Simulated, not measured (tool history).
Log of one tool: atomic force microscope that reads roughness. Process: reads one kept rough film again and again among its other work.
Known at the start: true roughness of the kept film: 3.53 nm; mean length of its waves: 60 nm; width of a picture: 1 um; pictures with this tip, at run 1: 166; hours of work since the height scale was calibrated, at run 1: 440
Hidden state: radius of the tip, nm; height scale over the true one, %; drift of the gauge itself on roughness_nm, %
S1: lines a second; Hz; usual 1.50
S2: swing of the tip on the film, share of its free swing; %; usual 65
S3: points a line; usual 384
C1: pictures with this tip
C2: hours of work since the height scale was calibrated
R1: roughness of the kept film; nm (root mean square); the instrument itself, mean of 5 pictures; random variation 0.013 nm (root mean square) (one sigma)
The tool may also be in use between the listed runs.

run	hour	S1	S2	S3	C1	C2	R1
1	0.0	1.50	65	384	166	440	3.291
2	23.6	1.50	65	384	201	451	3.295
# hour 46.0: new tip fitted
3	58.3	1.50	65	384	18	469	3.359
4	93.2	1.50	65	384	70	486	3.341
5	117.6	1.50	64	384	105	498	3.331
6	132.9	1.50	64	384	128	506	3.308
7	167.2	0.57	64	384	178	523	3.341
8	198.4	1.50	65	384	224	539	3.297
# hour 204.1: new tip fitted
9	222.9	1.50	65	384	27	551	3.339
10	246.8	1.50	65	816	62	563	3.325
11	279.1	1.50	75	384	110	579	3.255
12	298.4	1.50	65	511	138	588	3.312
13	333.7	1.50	65	384	190	606	3.272
14	356.1	1.50	80	384	223	617	3.197
# hour 363.3: new tip fitted
15	388.1	1.50	65	384	37	633	3.319
# hour 391.7: height scale calibrated on a step standard
16	412.3	1.50	65	384	71	10	3.337
17	446.9	1.50	65	384	122	28	3.300
18	482.3	1.50	65	384	174	45	3.289
19	511.3	1.50	65	384	216	60	3.271
# hour 522.8: new tip fitted
20	545.2	2.34	65	819	33	77	3.258
21	560.6	2.34	65	819	56	84	3.292
22	592.1	3.07	85	479	102	100	2.966
# hour 601.6: height scale calibrated on a step standard, once more
23	627.8	3.07	85	479	153	13	2.989
24	658.2	3.07	85	387	198	28	2.966
# hour 681.6: new tip fitted
25	681.6	3.07	85	387	0	40	3.015
26	717.4	1.50	76	384	53	58	3.294
27	738.8	1.50	86	384	84	68	3.169
28	771.4	1.50	86	384	132	85	3.160
29	795.9	1.22	78	293	168	97	3.267
30	815.1	2.50	65	495	196	107	3.240
# hour 840.1: new tip fitted
31	840.1	1.50	89	386	0	119	3.174
32	866.9	0.61	71	436	39	132	3.380
33	900.4	3.96	73	384	89	149	3.099
34	916.1	1.50	56	610	112	157	3.360

The next listed run, before its measurement:
35	951.0	0.68	62	277	163	174	?

{"run 35": {"R1": 3.361}}
Without the tool's hidden state the same run would have given R1 3.427 nm (root mean square).
